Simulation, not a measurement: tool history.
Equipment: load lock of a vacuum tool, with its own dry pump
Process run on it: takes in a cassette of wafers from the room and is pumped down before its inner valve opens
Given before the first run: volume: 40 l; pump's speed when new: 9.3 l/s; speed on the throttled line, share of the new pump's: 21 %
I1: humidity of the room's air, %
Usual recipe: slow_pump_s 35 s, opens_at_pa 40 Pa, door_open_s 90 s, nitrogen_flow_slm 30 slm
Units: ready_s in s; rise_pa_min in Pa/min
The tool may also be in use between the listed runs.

{"run": 1, "hour": 0.0, "slow_pump_s": 35, "opens_at_pa": 40, "door_open_s": 90, "nitrogen_flow_slm": 30, "I1": 44.6, "ready_s": 66.6, "rise_pa_min": 0.056}
{"run": 2, "hour": 356.9, "slow_pump_s": 35, "opens_at_pa": 40, "door_open_s": 90, "nitrogen_flow_slm": 30, "I1": 45.5, "ready_s": 66.0, "rise_pa_min": 0.058}
{"run": 3, "hour": 536.6, "slow_pump_s": 35, "opens_at_pa": 40, "door_open_s": 90, "nitrogen_flow_slm": 30, "I1": 48.2, "ready_s": 67.1, "rise_pa_min": 0.072}
{"run": 4, "hour": 846.4, "slow_pump_s": 25, "opens_at_pa": 40, "door_open_s": 90, "nitrogen_flow_slm": 30, "I1": 46.9, "ready_s": 59.7, "rise_pa_min": 0.073}
{"run": 5, "hour": 1112.3, "slow_pump_s": 35, "opens_at_pa": 76, "door_open_s": 90, "nitrogen_flow_slm": 30, "I1": 44.0, "ready_s": 64.3, "rise_pa_min": 0.08}
{"run": 6, "hour": 1300.0, "slow_pump_s": 35, "opens_at_pa": 40, "door_open_s": 90, "nitrogen_flow_slm": 8, "I1": 44.0, "ready_s": 67.4, "rise_pa_min": 0.116}
{"run": 7, "hour": 1673.1, "slow_pump_s": 35, "opens_at_pa": 40, "door_open_s": 90, "nitrogen_flow_slm": 8, "I1": 47.0, "ready_s": 67.4, "rise_pa_min": 0.126}
{"run": 8, "hour": 2054.7, "slow_pump_s": 22, "opens_at_pa": 40, "door_open_s": 90, "nitrogen_flow_slm": 30, "I1": 45.0, "ready_s": 58.2, "rise_pa_min": 0.099}
{"run": 9, "hour": 2393.2, "slow_pump_s": 22, "opens_at_pa": 40, "door_open_s": 90, "nitrogen_flow_slm": 30, "I1": 46.9, "ready_s": 58.1, "rise_pa_min": 0.109}
{"run": 10, "hour": 2599.0, "slow_pump_s": 22, "opens_at_pa": 40, "door_open_s": 90, "nitrogen_flow_slm": 30, "I1": 45.8, "ready_s": 59.4, "rise_pa_min": 0.116}
{"run": 11, "hour": 2793.0, "slow_pump_s": 22, "opens_at_pa": 40, "door_open_s": 90, "nitrogen_flow_slm": 30, "I1": 46.4, "ready_s": 59.1, "rise_pa_min": 0.119}
{"run": 12, "hour": 3036.7, "slow_pump_s": 22, "opens_at_pa": 32, "door_open_s": 90, "nitrogen_flow_slm": 30, "I1": 42.9, "ready_s": 60.2, "rise_pa_min": 0.125}
{"run": 13, "hour": 3302.7, "slow_pump_s": 22, "opens_at_pa": 32, "door_open_s": 90, "nitrogen_flow_slm": 30, "I1": 44.1, "ready_s": 61.3, "rise_pa_min": 0.136}
{"run": 14, "hour": 3641.5, "slow_pump_s": 35, "opens_at_pa": 40, "door_open_s": 90, "nitrogen_flow_slm": 30, "I1": 43.4, "ready_s": 68.8, "rise_pa_min": 0.144}
{"run": 15, "hour": 3802.0, "slow_pump_s": 35, "opens_at_pa": 70, "door_open_s": 90, "nitrogen_flow_slm": 30, "I1": 42.8, "ready_s": 65.9, "rise_pa_min": 0.153}
{"run": 16, "hour": 3995.9, "slow_pump_s": 35, "opens_at_pa": 40, "door_open_s": 90, "nitrogen_flow_slm": 30, "I1": 45.3, "ready_s": 69.5, "rise_pa_min": 0.153}
{"run": 17, "hour": 4192.3, "slow_pump_s": 35, "opens_at_pa": 40, "door_open_s": 90, "nitrogen_flow_slm": 30, "I1": 43.4, "ready_s": 69.0, "rise_pa_min": 0.156}
{"run": 18, "hour": 4481.0, "slow_pump_s": 36, "opens_at_pa": 38, "door_open_s": 90, "nitrogen_flow_slm": 7, "I1": 47.2, "ready_s": 70.5, "rise_pa_min": 0.21}
{"run": 19, "hour": 4785.2, "slow_pump_s": 44, "opens_at_pa": 38, "door_open_s": 109, "nitrogen_flow_slm": 7, "I1": 42.5, "ready_s": 76.9, "rise_pa_min": 0.225}
{"run": 20, "hour": 4966.1, "slow_pump_s": 35, "opens_at_pa": 40, "door_open_s": 63, "nitrogen_flow_slm": 30, "I1": 44.1, "ready_s": 70.0, "rise_pa_min": 0.187}
{"run": 21, "hour": 5191.1, "slow_pump_s": 33, "opens_at_pa": 40, "door_open_s": 63, "nitrogen_flow_slm": 6, "I1": 45.1, "ready_s": 68.1, "rise_pa_min": 0.222}
{"run": 22, "hour": 5385.4, "slow_pump_s": 44, "opens_at_pa": 63, "door_open_s": 29, "nitrogen_flow_slm": 6, "I1": 45.7, "ready_s": 74.6, "rise_pa_min": 0.201}
{"run": 23, "hour": 5677.3, "slow_pump_s": 35, "opens_at_pa": 80, "door_open_s": 99, "nitrogen_flow_slm": 30, "I1": 46.8, "ready_s": 66.8, "rise_pa_min": 0.23}
{"run": 24, "hour": 5871.1, "slow_pump_s": 30, "opens_at_pa": 70, "door_open_s": 96, "nitrogen_flow_slm": 15, "I1": 41.1, "ready_s": 63.8, "rise_pa_min": 0.238}
{"run": 25, "hour": 6045.2, "slow_pump_s": 69, "opens_at_pa": 70, "door_open_s": 96, "nitrogen_flow_slm": 19, "I1": 42.3, "ready_s": 85.4, "rise_pa_min": 0.243}
{"run": 26, "hour": 6348.5, "slow_pump_s": 35, "opens_at_pa": 56, "door_open_s": 191, "nitrogen_flow_slm": 6, "I1": 46.9, "ready_s": 59.5, "rise_pa_min": 0.35}
{"run": 27, "hour": 6647.5, "slow_pump_s": 35, "opens_at_pa": 56, "door_open_s": 191, "nitrogen_flow_slm": 6, "I1": 44.8, "ready_s": 59.6, "rise_pa_min": 0.123}
{"run": 28, "hour": 6934.2, "slow_pump_s": 35, "opens_at_pa": 56, "door_open_s": 191, "nitrogen_flow_slm": 6, "I1": 48.8, "ready_s": 60.2, "rise_pa_min": 0.134}
{"run": 29, "hour": 7284.4, "slow_pump_s": 60, "opens_at_pa": 74, "door_open_s": 90, "nitrogen_flow_slm": 25, "I1": 44.0, "ready_s": 79.2, "rise_pa_min": 0.049}
{"run": 30, "hour": 7485.5, "slow_pump_s": 39, "opens_at_pa": 49, "door_open_s": 90, "nitrogen_flow_slm": 25, "I1": 42.0, "ready_s": 63.5, "rise_pa_min": 0.046}
{"run": 31, "hour": 7783.0, "slow_pump_s": 39, "opens_at_pa": 49, "door_open_s": 90, "nitrogen_flow_slm": 25, "I1": 44.9, "ready_s": 63.7, "rise_pa_min": 0.051}
{"run": 32, "hour": 7957.6, "slow_pump_s": 39, "opens_at_pa": 49, "door_open_s": 90, "nitrogen_flow_slm": 25, "I1": 43.4, "ready_s": 64.0, "rise_pa_min": 0.057}
{"run": 33, "hour": 8218.0, "slow_pump_s": 35, "opens_at_pa": 40, "door_open_s": 90, "nitrogen_flow_slm": 27, "I1": 42.2, "ready_s": 62.6, "rise_pa_min": 0.057}

Missing from the log above: 2 entries noted between runs. For each, name the pair of listed runs it sits between and say how the tool's hidden condition differs from the listed run just before to the listed run just after:
In the gap between runs 24 and 25: dry pump taken out, an overhauled one fitted (hour 5895.2)
  pump's speed, % of a new pump's: 72.8 -> 101; leak at the door's seal, Pa l/s: 0.1307 -> 0.1355
  measured result minus the result with no hidden state, ready_s: +9.3 -> -0.1 s; rise_pa_min: +0.195 -> +0.197 Pa/min
In the gap between runs 26 and 27: door's seal changed, seat wiped (hour 6420.0)
  pump's speed, % of a new pump's: 100.4 -> 99.8; leak at the door's seal, Pa l/s: 0.1441 -> 0.0029
  measured result minus the result with no hidden state, ready_s: -0.1 -> +0.1 s; rise_pa_min: +0.220 -> +0.001 Pa/min
